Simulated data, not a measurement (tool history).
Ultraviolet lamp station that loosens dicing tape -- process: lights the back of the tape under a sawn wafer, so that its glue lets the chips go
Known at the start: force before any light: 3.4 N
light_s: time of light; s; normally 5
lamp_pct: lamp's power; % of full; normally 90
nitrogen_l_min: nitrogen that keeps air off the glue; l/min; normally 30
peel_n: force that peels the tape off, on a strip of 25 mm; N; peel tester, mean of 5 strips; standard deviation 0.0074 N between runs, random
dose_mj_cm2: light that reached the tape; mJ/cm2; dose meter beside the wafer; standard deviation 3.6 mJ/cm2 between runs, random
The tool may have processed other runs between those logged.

{"run": 1, "hour": 0.0, "light_s": 5, "lamp_pct": 90, "nitrogen_l_min": 30, "peel_n": 0.28, "dose_mj_cm2": 594}
{"run": 2, "hour": 45.0, "light_s": 5, "lamp_pct": 90, "nitrogen_l_min": 30, "peel_n": 0.279, "dose_mj_cm2": 597}
{"hour": 60.1, "done": "window cleaned of glue's vapour"}
{"run": 3, "hour": 114.4, "light_s": 7, "lamp_pct": 90, "nitrogen_l_min": 30, "peel_n": 0.163, "dose_mj_cm2": 839}
{"run": 4, "hour": 168.3, "light_s": 7, "lamp_pct": 90, "nitrogen_l_min": 30, "peel_n": 0.151, "dose_mj_cm2": 836}
{"run": 5, "hour": 214.9, "light_s": 7, "lamp_pct": 90, "nitrogen_l_min": 30, "peel_n": 0.169, "dose_mj_cm2": 845}
{"run": 6, "hour": 288.7, "light_s": 7, "lamp_pct": 90, "nitrogen_l_min": 30, "peel_n": 0.159, "dose_mj_cm2": 839}
{"run": 7, "hour": 334.7, "light_s": 7, "lamp_pct": 90, "nitrogen_l_min": 30, "peel_n": 0.163, "dose_mj_cm2": 845}
{"run": 8, "hour": 420.3, "light_s": 7, "lamp_pct": 90, "nitrogen_l_min": 30, "peel_n": 0.151, "dose_mj_cm2": 849}
{"run": 9, "hour": 500.4, "light_s": 7, "lamp_pct": 90, "nitrogen_l_min": 30, "peel_n": 0.157, "dose_mj_cm2": 830}
{"run": 10, "hour": 562.4, "light_s": 7, "lamp_pct": 90, "nitrogen_l_min": 30, "peel_n": 0.172, "dose_mj_cm2": 845}
{"hour": 646.0, "done": "window cleaned of glue's vapour"}
{"run": 11, "hour": 648.7, "light_s": 5, "lamp_pct": 90, "nitrogen_l_min": 30, "peel_n": 0.247, "dose_mj_cm2": 600}
{"run": 12, "hour": 699.0, "light_s": 5, "lamp_pct": 90, "nitrogen_l_min": 30, "peel_n": 0.268, "dose_mj_cm2": 599}
{"run": 13, "hour": 754.7, "light_s": 5, "lamp_pct": 90, "nitrogen_l_min": 30, "peel_n": 0.28, "dose_mj_cm2": 595}
{"run": 14, "hour": 824.8, "light_s": 5, "lamp_pct": 79, "nitrogen_l_min": 30, "peel_n": 0.349, "dose_mj_cm2": 526}
{"run": 15, "hour": 877.8, "light_s": 5, "lamp_pct": 79, "nitrogen_l_min": 30, "peel_n": 0.338, "dose_mj_cm2": 527}
{"run": 16, "hour": 919.0, "light_s": 5, "lamp_pct": 79, "nitrogen_l_min": 30, "peel_n": 0.359, "dose_mj_cm2": 525}
{"run": 17, "hour": 1000.8, "light_s": 5, "lamp_pct": 90, "nitrogen_l_min": 30, "peel_n": 0.282, "dose_mj_cm2": 605}
{"run": 18, "hour": 1076.2, "light_s": 8, "lamp_pct": 77, "nitrogen_l_min": 30, "peel_n": 0.161, "dose_mj_cm2": 812}
{"run": 19, "hour": 1132.6, "light_s": 3, "lamp_pct": 90, "nitrogen_l_min": 52, "peel_n": 0.518, "dose_mj_cm2": 359}
{"run": 20, "hour": 1220.4, "light_s": 3, "lamp_pct": 90, "nitrogen_l_min": 52, "peel_n": 0.517, "dose_mj_cm2": 360}
{"hour": 1233.2, "done": "window cleaned of glue's vapour"}
{"run": 21, "hour": 1267.4, "light_s": 8, "lamp_pct": 90, "nitrogen_l_min": 30, "peel_n": 0.148, "dose_mj_cm2": 955}
{"run": 22, "hour": 1337.8, "light_s": 8, "lamp_pct": 90, "nitrogen_l_min": 30, "peel_n": 0.133, "dose_mj_cm2": 964}
{"run": 23, "hour": 1374.8, "light_s": 8, "lamp_pct": 90, "nitrogen_l_min": 30, "peel_n": 0.139, "dose_mj_cm2": 961}
{"run": 24, "hour": 1457.0, "light_s": 2, "lamp_pct": 97, "nitrogen_l_min": 11, "peel_n": 1.452, "dose_mj_cm2": 253}
{"run": 25, "hour": 1544.8, "light_s": 2, "lamp_pct": 97, "nitrogen_l_min": 11, "peel_n": 1.436, "dose_mj_cm2": 255}
{"run": 26, "hour": 1614.1, "light_s": 5, "lamp_pct": 90, "nitrogen_l_min": 24, "peel_n": 0.3, "dose_mj_cm2": 594}
{"run": 27, "hour": 1696.8, "light_s": 5, "lamp_pct": 90, "nitrogen_l_min": 24, "peel_n": 0.3, "dose_mj_cm2": 590}
{"run": 28, "hour": 1783.9, "light_s": 5, "lamp_pct": 90, "nitrogen_l_min": 24, "peel_n": 0.302, "dose_mj_cm2": 590}
{"hour": 1815.4, "done": "window cleaned of glue's vapour"}
{"hour": 1823.9, "done": "lamp changed"}
{"run": 29, "hour": 1834.9, "light_s": 7, "lamp_pct": 61, "nitrogen_l_min": 13, "peel_n": 0.479, "dose_mj_cm2": 563}
{"run": 30, "hour": 1911.1, "light_s": 4, "lamp_pct": 60, "nitrogen_l_min": 10, "peel_n": 1.272, "dose_mj_cm2": 321}
{"run": 31, "hour": 1992.9, "light_s": 3, "lamp_pct": 90, "nitrogen_l_min": 30, "peel_n": 0.639, "dose_mj_cm2": 362}
{"run": 32, "hour": 2034.2, "light_s": 9, "lamp_pct": 89, "nitrogen_l_min": 26, "peel_n": 0.139, "dose_mj_cm2": 1066}
{"run": 33, "hour": 2095.9, "light_s": 5, "lamp_pct": 76, "nitrogen_l_min": 20, "peel_n": 0.464, "dose_mj_cm2": 502}
{"run": 34, "hour": 2172.3, "light_s": 5, "lamp_pct": 71, "nitrogen_l_min": 30, "peel_n": 0.425, "dose_mj_cm2": 471}

Forecast each of these 5 alternatives for the next run:
{"run": "A", "hour": 2255.3, "light_s": 5, "lamp_pct": 71, "nitrogen_l_min": 40, "peel_n": "?", "dose_mj_cm2": "?"}
{"run": "B", "hour": 2255.3, "light_s": 3, "lamp_pct": 65, "nitrogen_l_min": 30, "peel_n": "?", "dose_mj_cm2": "?"}
{"run": "C", "hour": 2255.3, "light_s": 5, "lamp_pct": 87, "nitrogen_l_min": 17, "peel_n": "?", "dose_mj_cm2": "?"}
{"run": "D", "hour": 2255.3, "light_s": 5, "lamp_pct": 68, "nitrogen_l_min": 30, "peel_n": "?", "dose_mj_cm2": "?"}
{"run": "E", "hour": 2255.3, "light_s": 5, "lamp_pct": 71, "nitrogen_l_min": 35, "peel_n": "?", "dose_mj_cm2": "?"}

run=A peel_n=0.349 dose_mj_cm2=477
run=B peel_n=0.98 dose_mj_cm2=258
run=C peel_n=0.409 dose_mj_cm2=582
run=D peel_n=0.463 dose_mj_cm2=458
run=E peel_n=0.393 dose_mj_cm2=476
Without the tool's hidden state the same runs would have given:
run=A peel_n=0.348 dose_mj_cm2=478
run=B peel_n=0.978 dose_mj_cm2=258
run=C peel_n=0.408 dose_mj_cm2=583
run=D peel_n=0.461 dose_mj_cm2=459
run=E peel_n=0.392 dose_mj_cm2=477
